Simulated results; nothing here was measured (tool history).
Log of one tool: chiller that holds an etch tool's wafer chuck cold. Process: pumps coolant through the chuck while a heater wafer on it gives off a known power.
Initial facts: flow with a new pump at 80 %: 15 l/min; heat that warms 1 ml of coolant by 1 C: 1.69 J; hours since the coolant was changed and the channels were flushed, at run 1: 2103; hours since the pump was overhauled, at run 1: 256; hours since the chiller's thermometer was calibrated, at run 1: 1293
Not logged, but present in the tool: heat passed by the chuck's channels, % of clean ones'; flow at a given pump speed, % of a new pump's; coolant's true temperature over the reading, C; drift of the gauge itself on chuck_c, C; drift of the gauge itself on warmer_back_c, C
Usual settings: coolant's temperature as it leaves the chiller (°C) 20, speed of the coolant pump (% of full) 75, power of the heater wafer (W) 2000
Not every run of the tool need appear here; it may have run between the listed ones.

run,hour,coolant's temperature as it leaves the chiller (°C),speed of the coolant pump (% of full),power of the heater wafer (W),hours since the coolant was changed and the channels were flushed,hours since the pump was overhauled,hours since the chiller's thermometer was calibrated,chuck's temperature once it has settled (°C),how much warmer the coolant comes back (C)
1,0,20,75,2000,2103,256,1293,42.3,5.04
2,25.7,20,75,2000,2128,281,1319,42,5.12
3,64.1,20,75,1242,2167,320,1357,34,3.15
4,102.8,20,75,1242,2205,358,1396,34,3.18
5,129.2,20,75,1242,2232,385,1422,33.9,3.14
6,165,20,75,1242,2268,421,1458,34,3.11
7,185.4,20,74,2000,2288,441,1479,42.5,5.15
8,203.8,12,75,2000,2306,459,1497,34.3,5.05
9,225.9,20,75,1657,2328,482,1519,38.5,4.18
10,248.4,20,75,1657,2351,504,1542,38.3,4.24
11,275.1,20,75,1657,2378,531,1568,38.6,4.18
# hour 282.3: coolant pump overhauled
12,313.9,20,75,1106,2411,32,1602,32.4,2.76
13,353.4,20,75,1106,2451,71,1642,32.2,2.82
14,378,20,75,1106,2475,96,1666,32.6,2.84
# hour 405.7: coolant pump overhauled, once more
15,410,20,75,1106,2503,4,1693,32.5,2.81
16,427.3,20,75,1106,2520,22,1710,32.4,2.77
17,465.7,20,75,1106,2558,60,1749,32.5,2.81
18,486.8,25,75,1674,2579,81,1770,43.9,4.25
19,517.7,25,75,1674,2610,112,1801,44.1,4.24
20,558.1,25,75,1674,2651,152,1841,44.2,4.26
21,589.5,22,68,1363,2682,184,1873,38.6,3.87
22,610.3,12,67,2175,2703,205,1893,38.4,6.26
23,629.7,17,74,2000,2722,224,1913,39.8,5.14
24,652.4,17,62,2511,2745,247,1936,48.8,7.85
25,693.1,30,86,2511,2786,287,1976,56.5,5.43
26,712.3,18,83,1205,2805,307,1995,31,2.75
27,746.2,12,88,1590,2839,340,2029,28.6,3.4
28,763,20,80,1116,2856,357,2046,32.3,2.66
29,792.9,20,80,1116,2885,387,2076,32.4,2.66
30,819.4,22,92,1427,2912,414,2103,36.5,2.87
31,860,29,63,2797,2952,454,2143,64.5,8.67
32,881.9,27,75,1928,2974,476,2165,49.2,4.84

Across each entry between runs, compare the hidden state at the last listed run before it with the hidden state at the first listed run after it:
From run 11 to run 12: coolant pump overhauled (hour 282.3)
  heat passed by the chuck's channels, % of clean ones': 92.5 -> 92.3; flow at a given pump speed, % of a new pump's: 99.9 -> 99.8
  the result without the hidden state subtracted from the measured one, chuck's temperature once it has settled (°C): +1.3 -> +0.9
From run 14 to run 15: coolant pump overhauled, once more (hour 405.7)
  flow at a given pump speed, % of a new pump's: 99.8 -> 100.3
  the result without the hidden state subtracted from the measured one, chuck's temperature once it has settled (°C): +1 -> +0.9
